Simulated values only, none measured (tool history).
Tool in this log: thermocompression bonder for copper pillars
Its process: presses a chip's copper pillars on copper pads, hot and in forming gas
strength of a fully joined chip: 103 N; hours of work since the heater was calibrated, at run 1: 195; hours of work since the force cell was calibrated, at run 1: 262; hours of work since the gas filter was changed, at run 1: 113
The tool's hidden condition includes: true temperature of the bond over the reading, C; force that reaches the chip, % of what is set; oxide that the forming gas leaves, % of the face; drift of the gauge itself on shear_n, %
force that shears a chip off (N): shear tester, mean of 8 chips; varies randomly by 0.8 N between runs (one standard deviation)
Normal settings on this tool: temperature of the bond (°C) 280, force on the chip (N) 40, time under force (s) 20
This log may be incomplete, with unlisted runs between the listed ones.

run     day  temperature of the bond (°C)  force on the chip (N)  time under force (s)  hours of work since the heater was calibrated  hours of work since the force cell was calibrated  hours of work since the gas filter was changed  force that shears a chip off (N)
  1       0                           280                     40                    20                                            195                                                262                                             113                              59.8
  2   0.888                           280                     40                    20                                            208                                                275                                             126                              60.8
  3   1.912                           280                     40                    20                                            223                                                290                                             141                              58.8
  4   2.838                           285                     40                    20                                            236                                                304                                             155                              60.7
  5   3.592                           285                     40                    20                                            247                                                315                                             166                              60.6
  6     4.6                           278                     40                    20                                            262                                                329                                             180                              56.1
  7   5.279                           278                     40                    20                                            272                                                339                                             190                              56.2
      5.883  -- forming gas filter changed
  8   5.992                           280                     43                    20                                            282                                                349                                               2                              63.4
  9   7.033                           280                     40                    12                                            297                                                365                                              17                              51.7
 10   7.467                           280                     40                    12                                            303                                                371                                              23                              50.5
 11   8.004                           280                     40                    20                                            311                                                379                                              31                              59.6
 12   8.642                           280                     40                    14                                            320                                                388                                              40                              53.3
 13   9.246                           280                     40                    20                                            329                                                397                                              49                              59.8
 14   9.946                           280                     40                    20                                            340                                                407                                              59                              60.3
 15  10.733                           280                     40                    20                                            351                                                419                                              71                              60.4
 16  11.271                           280                     27                    20                                            359                                                426                                              79                              39.2
 17  11.783                           280                     27                    20                                            366                                                434                                              86                              40.8
 18   12.45                           280                     40                    20                                            376                                                444                                              96                              58.4
 19  13.121                           288                     43                    20                                            386                                                453                                             106                              66.8
 20   13.85                           288                     43                    20                                            397                                                464                                             116                              65.5
 21  14.867                           300                     42                    14                                            411                                                479                                             131                                62
 22  15.775                           288                     49                    31                                            425                                                492                                             144                                79
 23  16.471                           288                     49                    31                                            435                                                502                                             155                              76.9
 24  17.183                           304                     43                    29                                            445                                                513                                             165                              77.4
 25  17.738                           289                     47                    29                                            453                                                521                                             173                              75.3
 26  18.421                           303                     56                    20                                            463                                                531                                             183                              80.6
 27  19.092                           263                     40                    10                                            473                                                541                                             193                                38
      19.55  -- forming gas filter changed
 28  19.562                           252                     40                    20                                            480                                                547                                               0                              46.5
 29  20.542                           280                     40                    19                                            494                                                561                                              15                              59.5
 30  21.567                           251                     31                    13                                            509                                                576                                              29                              28.2
 31   22.25                           280                     40                    10                                            519                                                586                                              39                              46.2
 32  22.817                           296                     46                    15                                            527                                                595                                              48                              67.2
 33   23.65                           296                     46                    15                                            539                                                607                                              60                              69.2
 34  24.179                           296                     46                    13                                            547                                                615                                              68                              65.7
 35  24.808                           296                     46                    13                                            556                                                624                                              77                              64.9

4 ways to go on from here, each from the tool as it stands after run 35. What would each give?
  A  25.45                           296                     40                    14                                            566                                                633                                              86                                 ?
  B  25.45                           269                     40                    20                                            566                                                633                                              86                                 ?
  C  25.45                           280                     41                    58                                            566                                                633                                              86                                 ?
  D  25.45                           302                     27                    19                                            566                                                633                                              86                                 ?

run  force that shears a chip off (N)
  A                              59.7
  B                              52.3
  C                              78.1
  D                                48
With the hidden condition removed and each run's random variation left untouched, the same runs would have given:
run  force that shears a chip off (N)
  A                              63.8
  B                              56.3
  C                              82.5
  D                              51.7
